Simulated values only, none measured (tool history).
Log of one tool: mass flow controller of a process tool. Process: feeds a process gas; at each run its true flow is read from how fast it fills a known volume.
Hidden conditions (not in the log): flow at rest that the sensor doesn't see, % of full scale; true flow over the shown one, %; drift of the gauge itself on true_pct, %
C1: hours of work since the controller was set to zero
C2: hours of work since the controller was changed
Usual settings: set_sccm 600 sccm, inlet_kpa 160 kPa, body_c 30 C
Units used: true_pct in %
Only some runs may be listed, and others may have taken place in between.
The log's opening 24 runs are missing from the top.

run 25 hour=1422.4 | set_sccm=239 inlet_kpa=148 body_c=30 | C1=1456 C2=1456 | true_pct=99.50
run 26 hour=1498.1 | set_sccm=294 inlet_kpa=210 body_c=30 | C1=1483 C2=1483 | true_pct=99.60
run 27 hour=1560.2 | set_sccm=184 inlet_kpa=166 body_c=30 | C1=1504 C2=1504 | true_pct=99.45
run 28 hour=1610.5 | set_sccm=184 inlet_kpa=166 body_c=30 | C1=1522 C2=1522 | true_pct=99.39
run 29 hour=1670.1 | set_sccm=600 inlet_kpa=160 body_c=27 | C1=1543 C2=1543 | true_pct=99.59
run 30 hour=1719.7 | set_sccm=600 inlet_kpa=160 body_c=27 | C1=1560 C2=1560 | true_pct=99.67
run 31 hour=1784.7 | set_sccm=162 inlet_kpa=201 body_c=24 | C1=1583 C2=1583 | true_pct=98.84
run 32 hour=1821.3 | set_sccm=102 inlet_kpa=201 body_c=38 | C1=1595 C2=1595 | true_pct=100.24
run 33 hour=1883.6 | set_sccm=600 inlet_kpa=170 body_c=30 | C1=1617 C2=1617 | true_pct=100.07
run 34 hour=1963.0 | set_sccm=272 inlet_kpa=210 body_c=36 | C1=1645 C2=1645 | true_pct=100.39
run 35 hour=2016.4 | set_sccm=162 inlet_kpa=248 body_c=33 | C1=1663 C2=1663 | true_pct=99.87
run 36 hour=2051.4 | set_sccm=162 inlet_kpa=191 body_c=24 | C1=1676 C2=1676 | true_pct=98.83
run 37 hour=2129.4 | set_sccm=456 inlet_kpa=236 body_c=25 | C1=1703 C2=1703 | true_pct=99.35
run 38 hour=2187.2 | set_sccm=313 inlet_kpa=194 body_c=27 | C1=1723 C2=1723 | true_pct=99.34
run 39 hour=2247.0 | set_sccm=163 inlet_kpa=246 body_c=27 | C1=1744 C2=1744 | true_pct=99.24
run 40 hour=2313.4 | set_sccm=163 inlet_kpa=246 body_c=27 | C1=1767 C2=1767 | true_pct=99.19
run 41 hour=2386.5 | set_sccm=600 inlet_kpa=142 body_c=30 | C1=1792 C2=1792 | true_pct=99.98
run 42 hour=2434.0 | set_sccm=600 inlet_kpa=142 body_c=30 | C1=1809 C2=1809 | true_pct=100.00
run 43 hour=2485.2 | set_sccm=600 inlet_kpa=240 body_c=23 | C1=1827 C2=1827 | true_pct=99.28
run 44 hour=2535.0 | set_sccm=600 inlet_kpa=240 body_c=23 | C1=1844 C2=1844 | true_pct=99.37
run 45 hour=2600.9 | set_sccm=600 inlet_kpa=240 body_c=23 | C1=1867 C2=1867 | true_pct=99.35
run 46 hour=2661.5 | set_sccm=252 inlet_kpa=160 body_c=21 | C1=1888 C2=1888 | true_pct=98.63
run 47 hour=2742.2 | set_sccm=703 inlet_kpa=160 body_c=22 | C1=1917 C2=1917 | true_pct=99.17
run 48 hour=2797.0 | set_sccm=642 inlet_kpa=200 body_c=22 | C1=1936 C2=1936 | true_pct=99.27

5 ways to go on from here, each from the tool as it stands after run 48. What would each give?
run A hour=2836.2 | set_sccm=642 inlet_kpa=252 body_c=22 | C1=1949 C2=1949 | true_pct=?
run B hour=2836.2 | set_sccm=642 inlet_kpa=152 body_c=22 | C1=1949 C2=1949 | true_pct=?
run C hour=2836.2 | set_sccm=103 inlet_kpa=202 body_c=22 | C1=1949 C2=1949 | true_pct=?
run D hour=2836.2 | set_sccm=956 inlet_kpa=224 body_c=38 | C1=1949 C2=1949 | true_pct=?
run E hour=2836.2 | set_sccm=865 inlet_kpa=197 body_c=22 | C1=1949 C2=1949 | true_pct=?

run=A true_pct=99.35
run=B true_pct=99.10
run=C true_pct=98.54
run=D true_pct=101.53
run=E true_pct=99.47
Had the tool no hidden state, the same runs would have come out as:
run=A true_pct=99.35
run=B true_pct=99.09
run=C true_pct=98.52
run=D true_pct=101.53
run=E true_pct=99.47
